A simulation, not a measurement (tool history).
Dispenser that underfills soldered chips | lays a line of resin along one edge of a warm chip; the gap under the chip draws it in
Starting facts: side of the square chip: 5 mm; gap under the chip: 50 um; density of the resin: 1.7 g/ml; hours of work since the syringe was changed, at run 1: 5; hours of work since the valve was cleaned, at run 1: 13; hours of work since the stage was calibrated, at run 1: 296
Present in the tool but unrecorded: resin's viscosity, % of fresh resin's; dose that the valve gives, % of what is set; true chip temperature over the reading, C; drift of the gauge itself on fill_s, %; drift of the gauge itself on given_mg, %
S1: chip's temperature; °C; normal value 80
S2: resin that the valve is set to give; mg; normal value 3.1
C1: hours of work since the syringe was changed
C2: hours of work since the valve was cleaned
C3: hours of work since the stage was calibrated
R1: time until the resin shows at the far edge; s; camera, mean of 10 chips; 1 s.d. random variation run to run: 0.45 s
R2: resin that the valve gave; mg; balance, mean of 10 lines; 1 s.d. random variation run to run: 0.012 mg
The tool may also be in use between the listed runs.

Run 1, hour 0: usual settings; C1 5; C2 13; C3 296. Result: R1 58.2 s, R2 3.07 mg.
At hour 3.8: new syringe of resin.
Run 2, hour 4.7: usual settings; C1 1; C2 16; C3 300. Result: R1 37.8 s, R2 3.06 mg.
Run 3, hour 14.1: usual settings; C1 8; C2 23; C3 307. Result: R1 70.4 s, R2 3.02 mg.
At hour 14.8: new syringe of resin.
Run 4, hour 18.6: usual settings; C1 3; C2 26; C3 310. Result: R1 44.9 s, R2 3.02 mg.
Run 5, hour 23.3: usual settings; C1 6; C2 30; C3 313. Result: R1 62.4 s, R2 3 mg.
At hour 25.9: new syringe of resin.
Run 6, hour 33.5: usual settings; C1 6; C2 37; C3 321. Result: R1 59 s, R2 2.97 mg.
At hour 36.7: new syringe of resin.
Run 7, hour 40.5: usual settings but S2 3.94 mg; C1 3; C2 42; C3 325. Result: R1 44.9 s, R2 3.77 mg.
At hour 48: new syringe of resin.
Run 8, hour 50: usual settings but S2 3.94 mg; C1 2; C2 49; C3 332. Result: R1 39.4 s, R2 3.75 mg.
Run 9, hour 57.1: usual settings but S2 3.55 mg; C1 7; C2 54; C3 337. Result: R1 65 s, R2 3.36 mg.
At hour 59: new syringe of resin.
Run 10, hour 62.4: usual settings but S2 3.55 mg; C1 2; C2 58; C3 341. Result: R1 42.2 s, R2 3.36 mg.
At hour 70.3: new syringe of resin.
Run 11, hour 71.4: usual settings but S2 3.55 mg; C1 1; C2 64; C3 348. Result: R1 37.9 s, R2 3.34 mg.
At hour 81.1: dispensing valve cleaned and set on the balance.
At hour 82: new syringe of resin.
Run 12, hour 82: usual settings; C1 0; C2 0; C3 354. Result: R1 35.6 s, R2 3.09 mg.
Run 13, hour 88.6: usual settings; C1 5; C2 5; C3 359. Result: R1 55.7 s, R2 3.07 mg.
At hour 92.9: new syringe of resin.
Run 14, hour 97.2: usual settings but S1 82 °C; C1 3; C2 11; C3 365. Result: R1 44.8 s, R2 3.07 mg.
At hour 103.6: new syringe of resin.
Run 15, hour 107.1: usual settings; C1 3; C2 19; C3 373. Result: R1 46.8 s, R2 3.02 mg.
At hour 114.3: new syringe of resin.
Run 16, hour 114.3: usual settings but S1 73 °C; C1 0; C2 24; C3 378. Result: R1 45.9 s, R2 3.01 mg.
Run 17, hour 119.6: usual settings but S1 73 °C; C1 4; C2 27; C3 382. Result: R1 67.2 s, R2 3.02 mg.
At hour 125.1: new syringe of resin.
Run 18, hour 127.1: usual settings but S1 87 °C, S2 3.12 mg; C1 1; C2 33; C3 387. Result: R1 32.1 s, R2 3.02 mg.
Run 19, hour 134.6: usual settings but S1 66 °C, S2 3.3 mg; C1 7; C2 38; C3 392. Result: R1 115.4 s, R2 3.15 mg.
At hour 136.1: new syringe of resin.
Run 20, hour 143.7: usual settings but S2 2.76 mg; C1 6; C2 45; C3 399. Result: R1 60.5 s, R2 2.63 mg.
At hour 147.1: new syringe of resin.
Run 21, hour 149.6: usual settings but S1 77 °C, S2 2.91 mg; C1 2; C2 49; C3 403. Result: R1 48 s, R2 2.79 mg.
At hour 158.5: new syringe of resin.
Run 22, hour 159.6: usual settings but S1 79 °C, S2 2.71 mg; C1 1; C2 56; C3 410. Result: R1 41.6 s, R2 2.57 mg.
Run 23, hour 167.4: usual settings but S1 72 °C, S2 3.01 mg; C1 7; C2 62; C3 416. Result: R1 88.3 s, R2 2.82 mg.
At hour 169.8: new syringe of resin.
At hour 173.7: stage's temperature calibrated.
Run 24, hour 175.8: usual settings but S1 72 °C, S2 3.01 mg; C1 4; C2 67; C3 2. Result: R1 63.1 s, R2 2.83 mg.
At hour 181.2: dispensing valve cleaned and set on the balance.
At hour 182.8: new syringe of resin.
Run 25, hour 183: usual settings but S1 88 °C, S2 3.01 mg; C1 0; C2 1; C3 6. Result: R1 25.8 s, R2 3.01 mg.
Run 26, hour 187.6: usual settings but S2 3.19 mg; C1 4; C2 4; C3 9. Result: R1 46.3 s, R2 3.19 mg.
At hour 193.4: new syringe of resin.
Run 27, hour 193.4: usual settings but S2 3.19 mg; C1 0; C2 9; C3 13. Result: R1 32.8 s, R2 3.15 mg.
Run 28, hour 203.3: usual settings but S1 93 °C, S2 2.85 mg; C1 7; C2 16; C3 21. Result: R1 40.8 s, R2 2.79 mg.
At hour 204.4: new syringe of resin.
Run 29, hour 207.8: usual settings but S1 73 °C, S2 2.65 mg; C1 3; C2 19; C3 24. Result: R1 57.5 s, R2 2.57 mg.
At hour 215.3: new syringe of resin.
Run 30, hour 215.7: usual settings but S1 73 °C, S2 2.65 mg; C1 0; C2 25; C3 29. Result: R1 47 s, R2 2.58 mg.
Run 31, hour 222.3: usual settings but S1 89 °C, S2 2.66 mg; C1 5; C2 29; C3 34. Result: R1 39.6 s, R2 2.58 mg.
At hour 226.3: new syringe of resin.
Run 32, hour 227.9: usual settings but S1 89 °C, S2 2.66 mg; C1 1; C2 33; C3 38. Result: R1 27.9 s, R2 2.57 mg.
Run 33, hour 232.5: usual settings but S1 70 °C, S2 2.93 mg; C1 5; C2 37; C3 42. Result: R1 73.5 s, R2 2.81 mg.
At hour 237.4: new syringe of resin.
Run 34, hour 242.4: usual settings but S1 70 °C, S2 2.82 mg; C1 4; C2 44; C3 49. Result: R1 70.2 s, R2 2.71 mg.

Pick out some run-to-run changes in R1. Of each, how much would a tool without hidden state show as well, from the settings, what came in and chance, and how much is left for the hidden state and any gauge scatter not in both results compared?
Run 2 -> 3: no setting touched and nothing written in the log between the runs. R1 +32.6 s: hidden state +32.6, all else +0.
Run 18 -> 19: S1 87 -> 66, S2 3.12 -> 3.3. R1 +83.3 s: hidden state +52.5, all else +30.8.
Run 19 -> 20: S1 66 -> 80, S2 3.3 -> 2.76, new syringe of resin. R1 -54.9 s: hidden state -31.7, all else -23.2.
Run 22 -> 23: S1 79 -> 72, S2 2.71 -> 3.01. R1 +46.7 s: hidden state +37.1, all else +9.6.
